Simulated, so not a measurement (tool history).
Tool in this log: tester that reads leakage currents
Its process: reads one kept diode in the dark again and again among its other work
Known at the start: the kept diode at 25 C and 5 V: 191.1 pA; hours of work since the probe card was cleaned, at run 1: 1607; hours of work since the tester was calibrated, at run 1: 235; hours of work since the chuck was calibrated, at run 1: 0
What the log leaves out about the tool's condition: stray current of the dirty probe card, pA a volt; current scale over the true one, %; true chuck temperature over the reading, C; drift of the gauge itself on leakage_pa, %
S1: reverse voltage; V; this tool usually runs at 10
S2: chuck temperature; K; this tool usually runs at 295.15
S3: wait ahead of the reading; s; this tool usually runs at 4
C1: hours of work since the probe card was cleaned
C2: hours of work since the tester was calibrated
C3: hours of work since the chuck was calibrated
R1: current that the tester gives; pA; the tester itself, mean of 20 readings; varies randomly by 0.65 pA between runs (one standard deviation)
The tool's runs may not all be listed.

run,day,S1,S2,S3,C1,C2,C3,R1
1,0,10,295.15,4,1607,235,0,224.81
2,7.458,10,295.15,4,1739,367,132,222.51
3,11.471,10,295.15,4,1810,438,203,223.56
4,15.017,10,295.15,4,1873,501,266,221.01
5,20.179,10,295.15,4,1964,592,357,220.52
6,25.454,10,295.15,4,2057,685,450,219.46
7,30.821,10,295.15,4,2152,780,545,217.81
8,34.875,10,295.15,4,2224,852,617,216.98
9,40.858,10,295.15,4,2330,958,723,216.49
# day 42.754: probe card cleaned and baked
10,45.946,10,295.15,4,56,1045,810,217.38
11,49.104,10,295.15,4,112,1101,866,217.18
12,55.862,10,295.15,2.94,232,1221,986,215.62
13,60.862,10,295.15,2.94,320,1309,1074,216.78
14,67.512,5.8,319.15,1.2,438,1427,1192,1018.41
15,73.95,1.5,305.15,3.31,552,1541,1306,163.36
16,79.071,10,296.15,1.17,642,1631,1396,229.44
17,86.496,10,296.15,1.17,774,1763,1528,227.42

What will run 18 give?
# day 90.4: probe card cleaned and baked, once more
# day 90.483: chuck's temperature calibrated
18,93.279,10,296.15,1.17,49,1879,49,?

Logged for run 18: R1 236.52 pA.
Without the tool's hidden state the same run would have given R1 236.57 pA.

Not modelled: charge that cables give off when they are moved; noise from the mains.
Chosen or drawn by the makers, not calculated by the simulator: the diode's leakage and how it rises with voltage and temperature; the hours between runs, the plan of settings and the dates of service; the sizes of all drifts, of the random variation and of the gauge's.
